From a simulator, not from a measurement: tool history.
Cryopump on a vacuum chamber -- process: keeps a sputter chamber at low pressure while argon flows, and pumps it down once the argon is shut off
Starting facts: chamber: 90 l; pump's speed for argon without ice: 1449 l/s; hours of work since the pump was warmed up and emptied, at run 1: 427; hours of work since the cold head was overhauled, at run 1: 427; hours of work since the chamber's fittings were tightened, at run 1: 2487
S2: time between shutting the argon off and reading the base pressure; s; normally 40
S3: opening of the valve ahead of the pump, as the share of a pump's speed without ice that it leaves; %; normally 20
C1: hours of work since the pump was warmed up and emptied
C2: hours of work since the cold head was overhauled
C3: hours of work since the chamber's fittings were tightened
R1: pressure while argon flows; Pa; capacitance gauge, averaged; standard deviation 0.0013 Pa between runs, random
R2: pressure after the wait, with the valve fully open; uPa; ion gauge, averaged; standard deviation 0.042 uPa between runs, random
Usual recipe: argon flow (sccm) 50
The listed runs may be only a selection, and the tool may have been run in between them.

Run 1, hour 0.0: usual settings; C1 427; C2 427; C3 2487. Result: R1 0.3176 Pa, R2 4.19 uPa.
Run 2, hour 22.2: usual settings; C1 439; C2 439; C3 2499. Result: R1 0.3185 Pa, R2 4.21 uPa.
Run 3, hour 44.6: usual settings; C1 451; C2 451; C3 2511. Result: R1 0.3216 Pa, R2 4.18 uPa.
Run 4, hour 64.1: usual settings; C1 461; C2 461; C3 2521. Result: R1 0.3229 Pa, R2 4.31 uPa.
At hour 75.8: pump warmed up, emptied and cooled again.
Run 5, hour 97.9: usual settings; C1 12; C2 476; C3 2536. Result: R1 0.2927 Pa, R2 3.57 uPa.
Run 6, hour 111.5: usual settings; C1 19; C2 483; C3 2543. Result: R1 0.2931 Pa, R2 3.54 uPa.
Run 7, hour 123.4: usual settings; C1 25; C2 489; C3 2549. Result: R1 0.2929 Pa, R2 3.59 uPa.
Run 8, hour 140.0: usual settings but argon flow (sccm) 85, S3 25 %; C1 34; C2 498; C3 2558. Result: R1 0.4000 Pa, R2 3.53 uPa.
Run 9, hour 160.6: usual settings but argon flow (sccm) 35, S3 50 %; C1 44; C2 509; C3 2569. Result: R1 0.0839 Pa, R2 3.62 uPa.
Run 10, hour 188.1: usual settings but argon flow (sccm) 35, S3 23 %; C1 59; C2 523; C3 2583. Result: R1 0.1792 Pa, R2 3.59 uPa.
Run 11, hour 205.8: usual settings but argon flow (sccm) 30, S2 62 s, S3 23 %; C1 68; C2 533; C3 2592. Result: R1 0.1537 Pa, R2 2.91 uPa.
Run 12, hour 218.5: usual settings but argon flow (sccm) 26, S2 37 s, S3 26 %; C1 75; C2 539; C3 2599. Result: R1 0.1193 Pa, R2 3.88 uPa.
Run 13, hour 236.6: usual settings but argon flow (sccm) 26, S2 37 s, S3 26 %; C1 84; C2 549; C3 2609. Result: R1 0.1193 Pa, R2 3.87 uPa.

Alternative continuations, all from the tool just after run 13; predict every row:
Run A, hour 262.9: usual settings but argon flow (sccm) 24, S2 204 s, S3 22 %; C1 98; C2 563; C3 2622. Result: R1 ?, R2 ?.
Run B, hour 262.9: usual settings but argon flow (sccm) 23, S3 15 %; C1 98; C2 563; C3 2622. Result: R1 ?, R2 ?.
Run C, hour 262.9: usual settings but argon flow (sccm) 69, S2 93 s, S3 22 %; C1 98; C2 563; C3 2622. Result: R1 ?, R2 ?.
Run D, hour 262.9: usual settings but argon flow (sccm) 26, S2 50 s, S3 32 %; C1 98; C2 563; C3 2622. Result: R1 ?, R2 ?.

run      R1    R2
  A  0.1297  1.81
  B  0.1817  3.71
  C  0.3734  2.43
  D  0.0979  3.18
Had the tool no hidden state, the same runs would have come out as:
run      R1    R2
  A  0.1274  0.62
  B  0.1795  2.48
  C  0.3667  1.20
  D  0.0954  1.97

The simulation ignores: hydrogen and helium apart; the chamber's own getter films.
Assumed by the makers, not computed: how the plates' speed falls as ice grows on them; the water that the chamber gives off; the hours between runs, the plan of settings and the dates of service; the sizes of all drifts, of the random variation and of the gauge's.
